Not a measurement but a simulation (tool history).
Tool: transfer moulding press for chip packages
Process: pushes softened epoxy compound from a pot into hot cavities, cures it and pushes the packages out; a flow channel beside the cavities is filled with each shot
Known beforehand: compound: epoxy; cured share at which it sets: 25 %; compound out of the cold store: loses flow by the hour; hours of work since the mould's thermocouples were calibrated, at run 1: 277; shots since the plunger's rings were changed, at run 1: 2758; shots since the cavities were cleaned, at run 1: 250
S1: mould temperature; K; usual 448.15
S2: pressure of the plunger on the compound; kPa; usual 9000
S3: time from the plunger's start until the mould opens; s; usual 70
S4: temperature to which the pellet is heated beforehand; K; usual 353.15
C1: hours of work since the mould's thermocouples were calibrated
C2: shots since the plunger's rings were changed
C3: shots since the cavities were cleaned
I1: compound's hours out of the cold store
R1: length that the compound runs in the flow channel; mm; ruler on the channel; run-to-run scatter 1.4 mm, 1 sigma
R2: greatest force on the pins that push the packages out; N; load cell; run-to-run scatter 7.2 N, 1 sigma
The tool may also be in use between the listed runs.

run	hour	S1	S2	S3	S4	C1	C2	C3	I1	R1	R2
1	0.0	448.15	9000	70	353.15	277	2758	250	11.6	755	366
# hour 53.9: plunger's sealing rings changed
# hour 55.4: cavities cleaned with cleaning compound and waxed
2	74.2	448.15	9000	70	353.15	313	203	203	20.0	734	348
# hour 134.7: cavities cleaned with cleaning compound and waxed
3	150.2	448.15	9000	70	347.15	350	1007	167	32.7	690	330
4	192.3	448.15	9000	70	347.15	372	1461	621	34.2	684	386
# hour 209.5: cavities cleaned with cleaning compound and waxed
5	265.6	448.15	9000	70	347.15	408	2236	605	24.5	712	385
# hour 288.6: cavities cleaned with cleaning compound and waxed
6	328.5	448.15	9000	69	353.15	439	2899	430	47.0	635	358
# hour 364.3: cavities cleaned with cleaning compound and waxed
# hour 370.4: plunger's sealing rings changed
7	370.4	448.15	9000	70	353.15	459	0	39	45.6	652	300
8	435.4	448.15	9000	70	353.15	492	702	741	31.9	694	396
# hour 443.0: cavities cleaned with cleaning compound and waxed
9	482.9	448.15	9000	70	353.15	515	1198	430	37.5	673	354
# hour 520.9: cavities cleaned with cleaning compound and waxed
10	563.4	448.15	9000	70	353.15	555	2051	459	46.3	639	357
# hour 598.2: cavities cleaned with cleaning compound and waxed
11	643.6	448.15	9000	70	353.15	595	2901	490	8.5	765	386
# hour 677.6: cavities cleaned with cleaning compound and waxed
# hour 685.7: plunger's sealing rings changed
12	686.2	448.15	9000	70	353.15	615	6	66	44.7	657	292
# hour 753.7: cavities cleaned with cleaning compound and waxed
13	763.8	448.15	9000	63	353.15	653	827	109	45.8	648	384
# hour 772.7: mould's thermocouples calibrated
14	816.7	448.15	9000	63	353.15	22	1376	658	35.8	677	511
# hour 829.8: cavities cleaned with cleaning compound and waxed
15	883.2	448.15	9010	63	353.15	55	2078	577	21.0	725	503
# hour 906.8: cavities cleaned with cleaning compound and waxed
16	962.1	448.15	9010	63	353.15	95	2913	597	17.6	730	533
# hour 982.4: cavities cleaned with cleaning compound and waxed
# hour 1004.8: plunger's sealing rings changed
17	1006.2	448.15	7690	70	353.15	115	15	231	30.3	651	360
18	1047.5	451.15	8070	70	353.15	136	460	676	34.1	648	334
# hour 1058.8: cavities cleaned with cleaning compound and waxed
19	1122.4	450.15	9080	70	353.15	173	1252	685	34.3	681	367
# hour 1135.1: cavities cleaned with cleaning compound and waxed
20	1167.5	441.15	9080	70	356.15	195	1724	351	19.7	749	563
21	1200.1	442.15	9080	76	343.15	212	2075	702	39.1	680	463
# hour 1210.8: cavities cleaned with cleaning compound and waxed
22	1244.3	449.15	9580	57	362.15	234	2536	361	35.8	689	540
# hour 1287.0: cavities cleaned with cleaning compound and waxed
23	1310.1	443.15	7480	53	350.15	266	3231	250	40.8	602	907
# hour 1320.9: plunger's sealing rings changed
# hour 1366.9: cavities cleaned with cleaning compound and waxed
24	1374.0	453.15	9000	66	353.15	297	558	77	45.4	643	272
# hour 1439.9: cavities cleaned with cleaning compound and waxed
25	1441.0	453.15	9000	66	353.15	330	1264	11	11.5	750	279
26	1491.5	450.15	9340	66	353.15	356	1809	556	36.6	681	376

Hidden condition of the tool, last listed run before each entry between runs versus first listed run after:
In the gap between runs 1 and 2: plunger's sealing rings changed (hour 53.9); cavities cleaned with cleaning compound and waxed (hour 55.4)
  true mould temperature over the reading, C: 0.42 -> 0.46; pressure that reaches the compound, % of what is set: 95.84 -> 99.18; grip of the stained cavities, % over clean ones': 14.4 -> 12.8
  measured minus no-state result, R1: -17 -> -5 mm; R2: +38 -> +31 N
In the gap between runs 2 and 3: cavities cleaned with cleaning compound and waxed (hour 134.7)
  true mould temperature over the reading, C: 0.46 -> 0.49; pressure that reaches the compound, % of what is set: 99.18 -> 97.97; grip of the stained cavities, % over clean ones': 12.8 -> 10.9
  measured minus no-state result, R1: -5 -> -8 mm; R2: +31 -> +25 N
In the gap between runs 4 and 5: cavities cleaned with cleaning compound and waxed (hour 209.5)
  true mould temperature over the reading, C: 0.51 -> 0.55; pressure that reaches the compound, % of what is set: 97.3 -> 96.1; grip of the stained cavities, % over clean ones': 30.2 -> 30.4
  measured minus no-state result, R1: -11 -> -15 mm; R2: +82 -> +81 N
In the gap between runs 5 and 6: cavities cleaned with cleaning compound and waxed (hour 288.6)
  true mould temperature over the reading, C: 0.55 -> 0.58; pressure that reaches the compound, % of what is set: 96.1 -> 95.02; grip of the stained cavities, % over clean ones': 30.4 -> 24.8
  measured minus no-state result, R1: -15 -> -17 mm; R2: +81 -> +62 N
In the gap between runs 6 and 7: cavities cleaned with cleaning compound and waxed (hour 364.3); plunger's sealing rings changed (hour 370.4)
  true mould temperature over the reading, C: 0.58 -> 0.6; pressure that reaches the compound, % of what is set: 95.02 -> 99.73; grip of the stained cavities, % over clean ones': 24.8 -> 6.3
  measured minus no-state result, R1: -17 -> -2 mm; R2: +62 -> +9 N
In the gap between runs 8 and 9: cavities cleaned with cleaning compound and waxed (hour 443.0)
  true mould temperature over the reading, C: 0.63 -> 0.65; pressure that reaches the compound, % of what is set: 98.54 -> 97.77; grip of the stained cavities, % over clean ones': 35.5 -> 25
  measured minus no-state result, R1: -7 -> -9 mm; R2: +93 -> +62 N
In the gap between runs 9 and 10: cavities cleaned with cleaning compound and waxed (hour 520.9)
  true mould temperature over the reading, C: 0.65 -> 0.69; pressure that reaches the compound, % of what is set: 97.77 -> 96.52; grip of the stained cavities, % over clean ones': 25 -> 27.2
  measured minus no-state result, R1: -9 -> -13 mm; R2: +62 -> +66 N
In the gap between runs 10 and 11: cavities cleaned with cleaning compound and waxed (hour 598.2)
  true mould temperature over the reading, C: 0.69 -> 0.73; pressure that reaches the compound, % of what is set: 96.52 -> 95.21; grip of the stained cavities, % over clean ones': 27.2 -> 26.2
  measured minus no-state result, R1: -13 -> -21 mm; R2: +66 -> +66 N
In the gap between runs 11 and 12: cavities cleaned with cleaning compound and waxed (hour 677.6); plunger's sealing rings changed (hour 685.7)
  true mould temperature over the reading, C: 0.73 -> 0.75; pressure that reaches the compound, % of what is set: 95.21 -> 99.61; grip of the stained cavities, % over clean ones': 26.2 -> 5.9
  measured minus no-state result, R1: -21 -> -3 mm; R2: +66 -> +6 N
In the gap between runs 12 and 13: cavities cleaned with cleaning compound and waxed (hour 753.7)
  true mould temperature over the reading, C: 0.75 -> 0.79; pressure that reaches the compound, % of what is set: 99.61 -> 98.31; grip of the stained cavities, % over clean ones': 5.9 -> 6.6
  measured minus no-state result, R1: -3 -> -7 mm; R2: +6 -> +5 N
In the gap between runs 13 and 14: mould's thermocouples calibrated (hour 772.7)
  true mould temperature over the reading, C: 0.79 -> 0.26; pressure that reaches the compound, % of what is set: 98.31 -> 97.4; grip of the stained cavities, % over clean ones': 6.6 -> 31.1
  measured minus no-state result, R1: -7 -> -10 mm; R2: +5 -> +114 N
In the gap between runs 14 and 15: cavities cleaned with cleaning compound and waxed (hour 829.8)
  true mould temperature over the reading, C: 0.26 -> 0.29; pressure that reaches the compound, % of what is set: 97.4 -> 96.37; grip of the stained cavities, % over clean ones': 31.1 -> 28.5
  measured minus no-state result, R1: -10 -> -14 mm; R2: +114 -> +104 N
In the gap between runs 15 and 16: cavities cleaned with cleaning compound and waxed (hour 906.8)
  true mould temperature over the reading, C: 0.29 -> 0.33; pressure that reaches the compound, % of what is set: 96.37 -> 95.05; grip of the stained cavities, % over clean ones': 28.5 -> 29.3
  measured minus no-state result, R1: -14 -> -19 mm; R2: +104 -> +111 N
In the gap between runs 16 and 17: cavities cleaned with cleaning compound and waxed (hour 982.4); plunger's sealing rings changed (hour 1004.8)
  true mould temperature over the reading, C: 0.33 -> 0.35; pressure that reaches the compound, % of what is set: 95.05 -> 99.86; grip of the stained cavities, % over clean ones': 29.3 -> 16.4
  measured minus no-state result, R1: -19 -> -1 mm; R2: +111 -> +44 N
In the gap between runs 18 and 19: cavities cleaned with cleaning compound and waxed (hour 1058.8)
  true mould temperature over the reading, C: 0.37 -> 0.4; pressure that reaches the compound, % of what is set: 99.11 -> 97.81; grip of the stained cavities, % over clean ones': 34.2 -> 31.7
  measured minus no-state result, R1: -4 -> -8 mm; R2: +81 -> +81 N
In the gap between runs 19 and 20: cavities cleaned with cleaning compound and waxed (hour 1135.1)
  true mould temperature over the reading, C: 0.4 -> 0.43; pressure that reaches the compound, % of what is set: 97.81 -> 97.05; grip of the stained cavities, % over clean ones': 31.7 -> 20.1
  measured minus no-state result, R1: -8 -> -12 mm; R2: +81 -> +81 N
In the gap between runs 21 and 22: cavities cleaned with cleaning compound and waxed (hour 1210.8)
  true mould temperature over the reading, C: 0.44 -> 0.46; pressure that reaches the compound, % of what is set: 96.44 -> 95.68; grip of the stained cavities, % over clean ones': 32.7 -> 21.6
  measured minus no-state result, R1: -14 -> -17 mm; R2: +105 -> +84 N
In the gap between runs 22 and 23: cavities cleaned with cleaning compound and waxed (hour 1287.0)
  true mould temperature over the reading, C: 0.46 -> 0.5; pressure that reaches the compound, % of what is set: 95.68 -> 94.61; grip of the stained cavities, % over clean ones': 21.6 -> 16.5
  measured minus no-state result, R1: -17 -> -18 mm; R2: +84 -> +112 N
In the gap between runs 23 and 24: plunger's sealing rings changed (hour 1320.9); cavities cleaned with cleaning compound and waxed (hour 1366.9)
  true mould temperature over the reading, C: 0.5 -> 0.52; pressure that reaches the compound, % of what is set: 94.61 -> 99.11; grip of the stained cavities, % over clean ones': 16.5 -> 5.9
  measured minus no-state result, R1: -18 -> -4 mm; R2: +112 -> +10 N
In the gap between runs 24 and 25: cavities cleaned with cleaning compound and waxed (hour 1439.9)
  true mould temperature over the reading, C: 0.52 -> 0.56; pressure that reaches the compound, % of what is set: 99.11 -> 98.03; grip of the stained cavities, % over clean ones': 5.9 -> 2.8
  measured minus no-state result, R1: -4 -> -8 mm; R2: +10 -> +0 N
